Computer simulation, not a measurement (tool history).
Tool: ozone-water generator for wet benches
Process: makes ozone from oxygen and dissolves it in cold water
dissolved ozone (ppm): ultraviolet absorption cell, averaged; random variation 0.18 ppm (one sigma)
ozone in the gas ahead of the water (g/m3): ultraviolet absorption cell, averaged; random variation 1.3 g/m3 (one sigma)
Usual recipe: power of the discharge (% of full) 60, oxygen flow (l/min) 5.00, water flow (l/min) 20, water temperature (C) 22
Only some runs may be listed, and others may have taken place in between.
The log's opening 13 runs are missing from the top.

run	hour	power of the discharge (% of full)	oxygen flow (l/min)	water flow (l/min)	water temperature (C)	hours of work since the electrodes were changed	hours of work since the contactor was cleaned	hours of work since the thermometer was calibrated	dissolved ozone (ppm)	ozone in the gas ahead of the water (g/m3)
14	1263.4	60	5.00	20	22	2867	1859	1131	22.8	237.0
15	1347.8	60	5.00	20	22	2918	1910	1182	22.5	238.0
16	1430.8	60	5.00	20	22	2969	1961	1233	22.3	235.8
17	1523.1	60	5.00	21	22	3025	2017	1289	21.2	235.4
18	1615.1	60	3.02	19	22	3081	2072	1345	20.9	280.5
19	1733.1	81	8.11	19	23	3152	2144	1416	29.5	244.3
20	1837.7	97	2.81	12	23	3216	2208	1480	41.3	389.4
21	1896.2	60	5.00	20	24	3251	2243	1515	21.6	233.4
22	2012.8	66	2.66	15	29	3322	2314	1586	24.3	306.5
23	2119.8	66	2.66	15	29	3387	2379	1651	23.9	308.6
24	2200.5	60	3.38	15	22	3436	2428	1700	26.2	265.7
25	2297.4	94	5.08	20	22	3495	2487	1759	29.5	313.3
26	2364.3	60	5.00	26	16	3535	2527	1799	18.7	232.8
27	2431.2	68	5.00	26	29	3576	2568	1840	17.1	250.7
28	2495.8	68	5.00	26	16	3615	2607	1879	20.1	252.1
29	2634.3	68	5.00	26	16	3699	2691	1963	19.9	251.2
30	2711.0	68	5.00	26	29	3746	2738	2010	16.8	251.1
31	2847.3	42	5.00	19	26	3829	2820	2093	17.0	182.1
32	2988.4	45	2.62	13	16	3914	2906	2178	24.7	238.7
33	3062.9	68	2.55	20	22	3959	2951	2223	19.6	312.0
34	3205.7	46	5.29	14	22	4046	3038	2310	24.9	190.8

Branching from run 34: 3 alternative next runs. What would each branch give?
A	3334.7	60	4.54	20	19	4124	3116	2389	?	?
B	3334.7	46	6.97	14	22	4124	3116	2389	?	?
C	3334.7	54	5.34	14	22	4124	3116	2389	?	?

run	dissolved ozone (ppm)	ozone in the gas ahead of the water (g/m3)
A	22.5	236.6
B	24.8	172.4
C	27.3	211.6
With no hidden state in the tool, these same runs would have given:
run	dissolved ozone (ppm)	ozone in the gas ahead of the water (g/m3)
A	24.9	257.9
B	27.0	184.8
C	30.0	229.1

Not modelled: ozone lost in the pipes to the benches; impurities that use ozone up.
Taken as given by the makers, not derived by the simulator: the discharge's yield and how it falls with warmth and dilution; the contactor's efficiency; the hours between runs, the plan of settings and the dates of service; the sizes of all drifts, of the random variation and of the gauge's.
